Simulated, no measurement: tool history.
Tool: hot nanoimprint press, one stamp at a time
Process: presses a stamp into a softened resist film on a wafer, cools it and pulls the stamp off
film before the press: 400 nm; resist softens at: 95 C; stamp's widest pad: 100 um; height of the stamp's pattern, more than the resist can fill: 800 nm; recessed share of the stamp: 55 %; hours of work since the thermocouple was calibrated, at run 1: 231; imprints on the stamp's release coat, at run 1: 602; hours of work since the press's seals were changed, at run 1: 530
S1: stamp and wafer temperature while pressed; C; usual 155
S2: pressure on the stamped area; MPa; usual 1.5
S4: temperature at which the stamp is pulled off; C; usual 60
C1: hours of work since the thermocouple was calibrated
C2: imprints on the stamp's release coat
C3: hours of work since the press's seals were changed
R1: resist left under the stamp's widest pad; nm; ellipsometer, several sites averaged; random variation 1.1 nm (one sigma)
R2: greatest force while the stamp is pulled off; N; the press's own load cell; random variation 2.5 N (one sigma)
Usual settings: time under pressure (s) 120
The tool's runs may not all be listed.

{"run": 1, "hour": 0.0, "S1": 155, "S2": 1.5, "time under pressure (s)": 120, "S4": 60, "C1": 231, "C2": 602, "C3": 530, "R1": 172.5, "R2": 142}
{"run": 2, "hour": 46.5, "S1": 155, "S2": 1.5, "time under pressure (s)": 120, "S4": 60, "C1": 255, "C2": 709, "C3": 554, "R1": 175.3, "R2": 148}
{"run": 3, "hour": 86.7, "S1": 155, "S2": 1.5, "time under pressure (s)": 120, "S4": 60, "C1": 275, "C2": 801, "C3": 575, "R1": 175.8, "R2": 151}
{"run": 4, "hour": 130.7, "S1": 155, "S2": 1.5, "time under pressure (s)": 120, "S4": 60, "C1": 298, "C2": 902, "C3": 597, "R1": 177.3, "R2": 156}
{"run": 5, "hour": 169.9, "S1": 155, "S2": 1.5, "time under pressure (s)": 120, "S4": 60, "C1": 318, "C2": 993, "C3": 617, "R1": 178.1, "R2": 162}
{"hour": 221.8, "done": "plate thermocouple calibrated"}
{"run": 6, "hour": 222.0, "S1": 155, "S2": 1.5, "time under pressure (s)": 120, "S4": 60, "C1": 0, "C2": 1105, "C3": 643, "R1": 181.2, "R2": 167}
{"run": 7, "hour": 252.2, "S1": 155, "S2": 1.5, "time under pressure (s)": 120, "S4": 60, "C1": 16, "C2": 1175, "C3": 658, "R1": 182.6, "R2": 174}
{"run": 8, "hour": 303.5, "S1": 155, "S2": 1.5, "time under pressure (s)": 120, "S4": 60, "C1": 42, "C2": 1293, "C3": 684, "R1": 183.2, "R2": 180}
{"run": 9, "hour": 360.9, "S1": 155, "S2": 1.5, "time under pressure (s)": 120, "S4": 60, "C1": 71, "C2": 1425, "C3": 714, "R1": 187.4, "R2": 189}
{"hour": 404.2, "done": "plate thermocouple calibrated, once more"}
{"run": 10, "hour": 416.3, "S1": 155, "S2": 1.5, "time under pressure (s)": 120, "S4": 60, "C1": 6, "C2": 1545, "C3": 741, "R1": 173.7, "R2": 185}
{"hour": 429.8, "done": "press's hydraulic seals changed and the load cell set to zero"}
{"run": 11, "hour": 467.6, "S1": 147, "S2": 1.31, "time under pressure (s)": 180, "S4": 50, "C1": 28, "C2": 1644, "C3": 19, "R1": 225.4, "R2": 240}
{"hour": 484.5, "done": "stamp cleaned and given a new release coat"}
{"run": 12, "hour": 503.9, "S1": 147, "S2": 1.1, "time under pressure (s)": 180, "S4": 50, "C1": 44, "C2": 44, "C3": 35, "R1": 237.4, "R2": 149}
{"run": 13, "hour": 557.2, "S1": 147, "S2": 1.1, "time under pressure (s)": 180, "S4": 50, "C1": 71, "C2": 167, "C3": 62, "R1": 241.8, "R2": 155}
{"run": 14, "hour": 602.8, "S1": 155, "S2": 1.5, "time under pressure (s)": 81, "S4": 49, "C1": 95, "C2": 271, "C3": 86, "R1": 196, "R2": 166}
{"run": 15, "hour": 646.2, "S1": 155, "S2": 1.5, "time under pressure (s)": 81, "S4": 49, "C1": 117, "C2": 371, "C3": 108, "R1": 198.2, "R2": 177}
{"run": 16, "hour": 703.9, "S1": 158, "S2": 0.94, "time under pressure (s)": 63, "S4": 49, "C1": 146, "C2": 504, "C3": 137, "R1": 230.5, "R2": 185}
{"run": 17, "hour": 750.3, "S1": 157, "S2": 1.5, "time under pressure (s)": 120, "S4": 60, "C1": 170, "C2": 610, "C3": 161, "R1": 158.1, "R2": 148}
{"run": 18, "hour": 801.5, "S1": 157, "S2": 1.27, "time under pressure (s)": 120, "S4": 48, "C1": 196, "C2": 728, "C3": 187, "R1": 170.2, "R2": 204}
{"run": 19, "hour": 857.1, "S1": 155, "S2": 2.27, "time under pressure (s)": 210, "S4": 46, "C1": 225, "C2": 856, "C3": 216, "R1": 114.2, "R2": 211}

Some steps in R1 between neighbouring runs. How much of each would the tool show without its hidden state too (settings, what came in, random variation), and how much is left for the hidden state, with any gauge scatter that isn't in both results?
The hidden state here: true temperature over the reading, C; pressure that arrives at the usual setting, %; grip of the stamp's worn release coat, % over a new coat's; drift of the gauge itself on residual_nm, %; drift of the gauge itself on pull_off_n, %.
Run 9 -> 10: plate thermocouple calibrated, once more. R1 -13.7 nm: hidden state -13.1, all else -0.6.
Run 16 -> 17: S1 158 -> 157, S2 0.94 -> 1.5, time under pressure (s) 63 -> 120, S4 49 -> 60. R1 -72.4 nm: hidden state +0.3, all else -72.7.

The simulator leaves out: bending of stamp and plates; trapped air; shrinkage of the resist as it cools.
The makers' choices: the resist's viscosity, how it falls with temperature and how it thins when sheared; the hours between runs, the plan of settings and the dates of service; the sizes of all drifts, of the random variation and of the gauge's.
